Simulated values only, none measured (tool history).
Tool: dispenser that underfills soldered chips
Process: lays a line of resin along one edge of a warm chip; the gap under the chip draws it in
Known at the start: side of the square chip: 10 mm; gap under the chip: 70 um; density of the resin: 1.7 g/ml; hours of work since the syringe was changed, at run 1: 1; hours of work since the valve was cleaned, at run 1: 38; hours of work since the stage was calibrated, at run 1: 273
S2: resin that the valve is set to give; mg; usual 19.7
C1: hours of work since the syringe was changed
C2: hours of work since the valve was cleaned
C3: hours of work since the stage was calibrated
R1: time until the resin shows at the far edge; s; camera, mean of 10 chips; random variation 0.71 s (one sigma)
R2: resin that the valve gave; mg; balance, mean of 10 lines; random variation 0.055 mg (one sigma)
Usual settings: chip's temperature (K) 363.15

Run 1, hour 0.0: usual settings; C1 1; C2 38; C3 273. Result: R1 70.2 s, R2 19.48 mg.
At hour 9.0: new syringe of resin.
Run 2, hour 9.0: usual settings but S2 22.5 mg; C1 0; C2 45; C3 279. Result: R1 66.0 s, R2 22.29 mg.
Run 3, hour 13.1: usual settings but S2 22.5 mg; C1 3; C2 48; C3 282. Result: R1 77.1 s, R2 22.13 mg.
At hour 19.0: new syringe of resin.
Run 4, hour 19.0: usual settings but S2 22.5 mg; C1 0; C2 52; C3 287. Result: R1 65.9 s, R2 22.18 mg.
Run 5, hour 24.5: usual settings but S2 19.3 mg; C1 4; C2 56; C3 291. Result: R1 81.4 s, R2 18.92 mg.
At hour 29.4: new syringe of resin.
Run 6, hour 32.9: usual settings but S2 19.3 mg; C1 3; C2 62; C3 297. Result: R1 76.8 s, R2 18.84 mg.
Run 7, hour 37.2: usual settings but chip's temperature (K) 374.15; C1 6; C2 66; C3 300. Result: R1 56.5 s, R2 19.31 mg.
At hour 40.0: new syringe of resin.
Run 8, hour 46.9: usual settings; C1 5; C2 73; C3 307. Result: R1 86.3 s, R2 19.31 mg.
At hour 50.0: new syringe of resin.
Run 9, hour 51.2: usual settings but S2 19.6 mg; C1 1; C2 76; C3 310. Result: R1 69.9 s, R2 19.10 mg.
At hour 53.0: dispensing valve cleaned and set on the balance.
Run 10, hour 57.1: usual settings; C1 5; C2 3; C3 314. Result: R1 82.5 s, R2 19.68 mg.
At hour 61.1: new syringe of resin.
Run 11, hour 65.8: usual settings; C1 4; C2 9; C3 320. Result: R1 79.0 s, R2 19.63 mg.
At hour 71.4: new syringe of resin.
Run 12, hour 71.4: usual settings; C1 0; C2 13; C3 324. Result: R1 67.0 s, R2 19.56 mg.
Run 13, hour 76.0: usual settings; C1 3; C2 17; C3 328. Result: R1 77.5 s, R2 19.60 mg.
At hour 81.3: new syringe of resin.
Run 14, hour 83.4: usual settings but S2 23.1 mg; C1 2; C2 22; C3 333. Result: R1 71.4 s, R2 22.86 mg.
Run 15, hour 90.5: usual settings but S2 23.1 mg; C1 7; C2 28; C3 338. Result: R1 93.5 s, R2 22.90 mg.
At hour 91.5: new syringe of resin.
Run 16, hour 94.8: usual settings but S2 23.1 mg; C1 2; C2 31; C3 341. Result: R1 75.5 s, R2 22.85 mg.
Run 17, hour 99.6: usual settings; C1 6; C2 34; C3 345. Result: R1 90.7 s, R2 19.46 mg.
At hour 102.0: new syringe of resin.
Run 18, hour 107.9: usual settings; C1 4; C2 40; C3 351. Result: R1 84.5 s, R2 19.36 mg.
At hour 112.2: new syringe of resin.
Run 19, hour 114.0: usual settings; C1 1; C2 45; C3 355. Result: R1 73.4 s, R2 19.39 mg.
At hour 122.2: new syringe of resin.
Run 20, hour 122.5: usual settings; C1 0; C2 51; C3 361. Result: R1 69.3 s, R2 19.32 mg.
Run 21, hour 127.0: usual settings but chip's temperature (K) 360.15, S2 22.2 mg; C1 4; C2 54; C3 365. Result: R1 88.9 s, R2 21.74 mg.
At hour 132.7: new syringe of resin.
Run 22, hour 134.9: usual settings but chip's temperature (K) 372.15, S2 19.9 mg; C1 2; C2 60; C3 370. Result: R1 51.4 s, R2 19.39 mg.
Run 23, hour 140.2: usual settings but chip's temperature (K) 350.15, S2 22.1 mg; C1 6; C2 64; C3 374. Result: R1 158.9 s, R2 21.61 mg.
At hour 143.2: new syringe of resin.
Run 24, hour 145.5: usual settings but chip's temperature (K) 350.15, S2 22.1 mg; C1 2; C2 68; C3 378. Result: R1 126.2 s, R2 21.45 mg.
At hour 153.1: new syringe of resin.
Run 25, hour 153.6: usual settings but chip's temperature (K) 352.15, S2 25.0 mg; C1 0; C2 73; C3 384. Result: R1 109.0 s, R2 24.29 mg.
At hour 158.5: dispensing valve cleaned and set on the balance.
Run 26, hour 162.6: usual settings but chip's temperature (K) 369.15, S2 17.3 mg; C1 6; C2 3; C3 390. Result: R1 73.8 s, R2 17.29 mg.
At hour 164.3: new syringe of resin.
Run 27, hour 168.9: usual settings; C1 3; C2 8; C3 395. Result: R1 79.8 s, R2 19.58 mg.
Run 28, hour 173.2: usual settings but chip's temperature (K) 373.15, S2 21.7 mg; C1 7; C2 11; C3 398. Result: R1 62.1 s, R2 21.58 mg.
At hour 174.7: new syringe of resin.
Run 29, hour 179.7: usual settings but S2 21.2 mg; C1 4; C2 15; C3 402. Result: R1 80.8 s, R2 21.14 mg.
At hour 184.7: new syringe of resin.
Run 30, hour 184.9: usual settings but S2 21.2 mg; C1 0; C2 19; C3 406. Result: R1 68.7 s, R2 20.90 mg.
Run 31, hour 190.9: usual settings but chip's temperature (K) 370.15, S2 17.6 mg; C1 5; C2 24; C3 411. Result: R1 64.0 s, R2 17.49 mg.
At hour 195.3: new syringe of resin.
Run 32, hour 198.5: usual settings but chip's temperature (K) 370.15, S2 17.6 mg; C1 2; C2 29; C3 416. Result: R1 58.4 s, R2 17.37 mg.
Run 33, hour 202.4: usual settings but chip's temperature (K) 370.15, S2 17.6 mg; C1 5; C2 32; C3 419. Result: R1 67.2 s, R2 17.47 mg.
At hour 205.2: new syringe of resin.
Run 34, hour 210.7: usual settings but chip's temperature (K) 352.15, S2 18.2 mg; C1 4; C2 38; C3 425. Result: R1 132.2 s, R2 18.01 mg.

Forecast each of these 5 alternatives for the next run:
At hour 215.2: new syringe of resin.
Run A, hour 215.2: usual settings but chip's temperature (K) 356.15, S2 18.2 mg; C1 0; C2 41; C3 428. Result: R1 ?, R2 ?.
At hour 215.2: new syringe of resin.
Run B, hour 215.2: usual settings but chip's temperature (K) 358.15, S2 25.4 mg; C1 0; C2 41; C3 428. Result: R1 ?, R2 ?.
At hour 215.2: new syringe of resin.
Run C, hour 215.2: usual settings but S2 16.7 mg; C1 0; C2 41; C3 428. Result: R1 ?, R2 ?.
At hour 215.2: new syringe of resin.
Run D, hour 215.2: usual settings but S2 24.1 mg; C1 0; C2 41; C3 428. Result: R1 ?, R2 ?.
At hour 215.2: new syringe of resin.
Run E, hour 215.2: usual settings but chip's temperature (K) 354.15, S2 20.8 mg; C1 0; C2 41; C3 428. Result: R1 ?, R2 ?.

run     R1     R2
  A   92.6  18.05
  B   83.3  25.03
  C   70.1  16.39
  D   67.4  23.66
  E  100.0  20.40
Without the tool's hidden state the same runs would have given:
run    R1     R2
  A  86.5  18.35
  B  78.1  25.44
  C  65.6  16.66
  D  63.3  24.05
  E  93.5  20.74
